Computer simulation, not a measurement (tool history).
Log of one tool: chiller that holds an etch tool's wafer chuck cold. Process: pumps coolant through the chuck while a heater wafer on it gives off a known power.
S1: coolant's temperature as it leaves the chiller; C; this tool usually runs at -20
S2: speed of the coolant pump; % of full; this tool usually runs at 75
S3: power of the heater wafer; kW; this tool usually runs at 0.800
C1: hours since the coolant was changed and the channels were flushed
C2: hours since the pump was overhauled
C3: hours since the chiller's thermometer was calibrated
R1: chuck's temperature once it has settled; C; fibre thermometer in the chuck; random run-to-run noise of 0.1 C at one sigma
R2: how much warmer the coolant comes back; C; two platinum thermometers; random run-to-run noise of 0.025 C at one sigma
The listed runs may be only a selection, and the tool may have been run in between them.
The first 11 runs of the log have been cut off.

run    hour   S1  S2     S3    C1    C2   C3      R1    R2
 12   520.6  -20  75  0.800  3407  2172  164  -12.44  3.20
 13   555.7  -20  75  0.800  3442  2207  200  -12.48  3.22
 14   609.2  -15  75  0.800  3496  2261  253   -7.53  3.22
      624.7  -- chiller's thermometer calibrated, once more
 15   654.4  -15  75  0.800  3540  2305   30   -7.14  3.23
 16   694.6  -20  90  0.800  3580  2345   70  -13.27  2.64
 17   744.9  -15  62  0.954  3630  2396  120   -4.14  4.74
 18   797.0  -25  89  0.800  3683  2448  172  -18.25  2.68
 19   844.0  -20  65  0.696  3730  2495  219  -12.34  3.22
 20   890.6  -20  86  0.800  3776  2541  266  -13.02  2.78
 21   954.2  -20  86  0.800  3840  2605  330  -12.70  2.75
 22   987.1  -10  86  0.616  3873  2638  362   -4.47  2.19
 23  1029.1  -16  66  0.616  3915  2680  404   -9.16  2.86
 24  1060.2  -16  66  0.616  3946  2711  436   -9.34  2.81
 25  1094.9  -16  66  0.616  3980  2746  470   -9.27  2.88
 26  1154.0  -22  75  0.412  4040  2805  529  -17.90  1.64
 27  1199.3  -23  73  0.826  4085  2850  575  -14.61  3.45
 28  1258.4  -22  70  0.695  4144  2909  634  -14.74  3.03
 29  1297.5  -22  86  0.461  4183  2948  673  -17.88  1.62
 30  1339.3  -18  78  0.654  4225  2990  715  -11.74  2.58
 31  1386.1  -20  76  1.089  4272  3037  761   -9.15  4.30
 32  1423.2  -20  76  1.089  4309  3074  798   -9.24  4.31

What if the next run were any one of these 4? Each begins from the tool's condition after run 32:
  A  1463.4  -24  82  1.089  4349  3114  839   ?   ?
  B  1463.4  -26  69  0.989  4349  3114  839   ?   ?
  C  1463.4  -20  76  0.625  4349  3114  839   ?   ?
  D  1463.4  -20  75  0.980  4349  3114  839   ?   ?

run      R1    R2
  A  -13.90  4.04
  B  -15.59  4.37
  C  -13.83  2.55
  D  -10.09  4.02
What these runs would have given with no unlogged condition in the tool:
run      R1    R2
  A  -14.95  3.87
  B  -16.66  4.19
  C  -14.43  2.44
  D  -11.09  3.84

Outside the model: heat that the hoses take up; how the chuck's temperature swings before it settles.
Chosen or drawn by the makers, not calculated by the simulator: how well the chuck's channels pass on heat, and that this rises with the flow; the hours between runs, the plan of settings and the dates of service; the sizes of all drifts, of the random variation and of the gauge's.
